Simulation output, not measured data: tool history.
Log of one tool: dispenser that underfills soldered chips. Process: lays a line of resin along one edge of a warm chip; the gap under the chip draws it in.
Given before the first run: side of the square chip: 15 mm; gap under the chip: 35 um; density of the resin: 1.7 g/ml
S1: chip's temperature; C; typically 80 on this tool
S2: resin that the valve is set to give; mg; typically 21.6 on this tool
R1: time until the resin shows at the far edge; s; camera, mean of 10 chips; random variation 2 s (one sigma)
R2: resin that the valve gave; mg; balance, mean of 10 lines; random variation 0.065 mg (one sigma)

{"run": 1, "day": 0.0, "S1": 80, "S2": 21.6, "R1": 264.1, "R2": 20.9}
{"day": 0.267, "done": "new syringe of resin"}
{"run": 2, "day": 0.579, "S1": 80, "S2": 21.6, "R1": 293.5, "R2": 20.92}
{"day": 0.712, "done": "new syringe of resin"}
{"run": 3, "day": 1.033, "S1": 80, "S2": 21.6, "R1": 304.0, "R2": 20.8}
{"day": 1.179, "done": "new syringe of resin"}
{"day": 1.629, "done": "new syringe of resin"}
{"run": 4, "day": 1.783, "S1": 84, "S2": 21.6, "R1": 207.7, "R2": 20.68}
{"day": 2.092, "done": "dispensing valve cleaned and set on the balance"}
{"day": 2.146, "done": "new syringe of resin"}
{"run": 5, "day": 2.183, "S1": 84, "S2": 21.6, "R1": 182.2, "R2": 21.6}
{"day": 2.596, "done": "new syringe of resin"}
{"run": 6, "day": 2.758, "S1": 84, "S2": 21.6, "R1": 215.1, "R2": 21.53}
{"day": 3.092, "done": "new syringe of resin"}
{"run": 7, "day": 3.279, "S1": 84, "S2": 21.6, "R1": 215.9, "R2": 21.43}
{"day": 3.538, "done": "new syringe of resin"}
{"run": 8, "day": 3.696, "S1": 84, "S2": 21.6, "R1": 205.2, "R2": 21.4}
{"day": 4.0, "done": "new syringe of resin"}
{"run": 9, "day": 4.138, "S1": 80, "S2": 22.1, "R1": 242.5, "R2": 21.86}
{"day": 4.458, "done": "new syringe of resin"}
{"run": 10, "day": 4.558, "S1": 80, "S2": 21.6, "R1": 236.0, "R2": 21.34}
{"day": 4.912, "done": "new syringe of resin"}
{"run": 11, "day": 5.004, "S1": 80, "S2": 21.6, "R1": 234.2, "R2": 21.39}
{"day": 5.379, "done": "new syringe of resin"}
{"run": 12, "day": 5.575, "S1": 71, "S2": 21.6, "R1": 387.8, "R2": 21.32}
{"day": 5.85, "done": "new syringe of resin"}
{"run": 13, "day": 5.983, "S1": 80, "S2": 21.6, "R1": 244.5, "R2": 21.13}
{"day": 6.333, "done": "new syringe of resin"}
{"run": 14, "day": 6.629, "S1": 77, "S2": 21.6, "R1": 339.2, "R2": 21.07}
{"day": 6.821, "done": "new syringe of resin"}
{"run": 15, "day": 7.158, "S1": 73, "S2": 21.6, "R1": 409.6, "R2": 21.06}
{"day": 7.308, "done": "new syringe of resin"}
{"run": 16, "day": 7.662, "S1": 73, "S2": 21.6, "R1": 427.1, "R2": 21.02}
{"day": 7.8, "done": "new syringe of resin"}
{"day": 8.267, "done": "new syringe of resin"}
{"run": 17, "day": 8.392, "S1": 70, "S2": 21.6, "R1": 379.0, "R2": 20.94}
{"day": 8.75, "done": "new syringe of resin"}
{"run": 18, "day": 8.904, "S1": 76, "S2": 19.3, "R1": 307.9, "R2": 18.62}
{"day": 9.221, "done": "new syringe of resin"}
{"run": 19, "day": 9.321, "S1": 95, "S2": 21.6, "R1": 125.0, "R2": 20.74}
{"day": 9.667, "done": "new syringe of resin"}
{"day": 9.708, "done": "dispensing valve cleaned and set on the balance"}
{"run": 20, "day": 10.008, "S1": 89, "S2": 23.7, "R1": 195.4, "R2": 23.61}
{"day": 10.158, "done": "new syringe of resin"}
{"day": 10.612, "done": "new syringe of resin"}
{"run": 21, "day": 10.721, "S1": 67, "S2": 21.6, "R1": 439.1, "R2": 21.44}
{"run": 22, "day": 11.017, "S1": 67, "S2": 21.6, "R1": 611.3, "R2": 21.3}
{"day": 11.096, "done": "new syringe of resin"}
{"run": 23, "day": 11.433, "S1": 74, "S2": 21.6, "R1": 418.7, "R2": 21.33}
{"day": 11.542, "done": "new syringe of resin"}
{"run": 24, "day": 11.867, "S1": 85, "S2": 26.0, "R1": 244.6, "R2": 25.51}
{"day": 11.988, "done": "new syringe of resin"}
{"run": 25, "day": 12.362, "S1": 92, "S2": 25.9, "R1": 188.3, "R2": 25.45}
{"day": 12.483, "done": "new syringe of resin"}
{"run": 26, "day": 12.792, "S1": 92, "S2": 22.0, "R1": 182.6, "R2": 21.6}
{"day": 12.971, "done": "new syringe of resin"}
{"day": 13.467, "done": "new syringe of resin"}
{"run": 27, "day": 13.538, "S1": 92, "S2": 22.0, "R1": 136.0, "R2": 21.43}
{"day": 13.908, "done": "new syringe of resin"}
{"run": 28, "day": 14.167, "S1": 92, "S2": 24.8, "R1": 171.9, "R2": 23.96}
{"day": 14.375, "done": "new syringe of resin"}
{"run": 29, "day": 14.588, "S1": 92, "S2": 24.8, "R1": 161.4, "R2": 23.94}
{"day": 14.838, "done": "new syringe of resin"}
{"run": 30, "day": 15.004, "S1": 92, "S2": 24.8, "R1": 152.6, "R2": 23.92}
{"day": 15.292, "done": "new syringe of resin"}
{"run": 31, "day": 15.671, "S1": 81, "S2": 28.0, "R1": 311.6, "R2": 26.93}

Branching from run 31: 4 alternative next runs. What would each branch give?
{"day": 15.746, "done": "new syringe of resin"}
{"run": "A", "day": 16.042, "S1": 94, "S2": 20.0, "R1": "?", "R2": "?"}
{"day": 15.746, "done": "new syringe of resin"}
{"run": "B", "day": 16.042, "S1": 91, "S2": 21.9, "R1": "?", "R2": "?"}
{"day": 15.746, "done": "new syringe of resin"}
{"run": "C", "day": 16.042, "S1": 78, "S2": 24.6, "R1": "?", "R2": "?"}
{"day": 15.746, "done": "new syringe of resin"}
{"run": "D", "day": 16.042, "S1": 86, "S2": 21.6, "R1": "?", "R2": "?"}

run=A R1=161.2 R2=19.16
run=B R1=184.5 R2=20.92
run=C R1=318.8 R2=23.55
run=D R1=230.5 R2=20.76
Take away the tool's hidden state, keep each run's random variation, and the runs would have read:
run=A R1=108.6 R2=19.98
run=B R1=124.4 R2=21.81
run=C R1=214.4 R2=24.56
run=D R1=154.9 R2=21.65

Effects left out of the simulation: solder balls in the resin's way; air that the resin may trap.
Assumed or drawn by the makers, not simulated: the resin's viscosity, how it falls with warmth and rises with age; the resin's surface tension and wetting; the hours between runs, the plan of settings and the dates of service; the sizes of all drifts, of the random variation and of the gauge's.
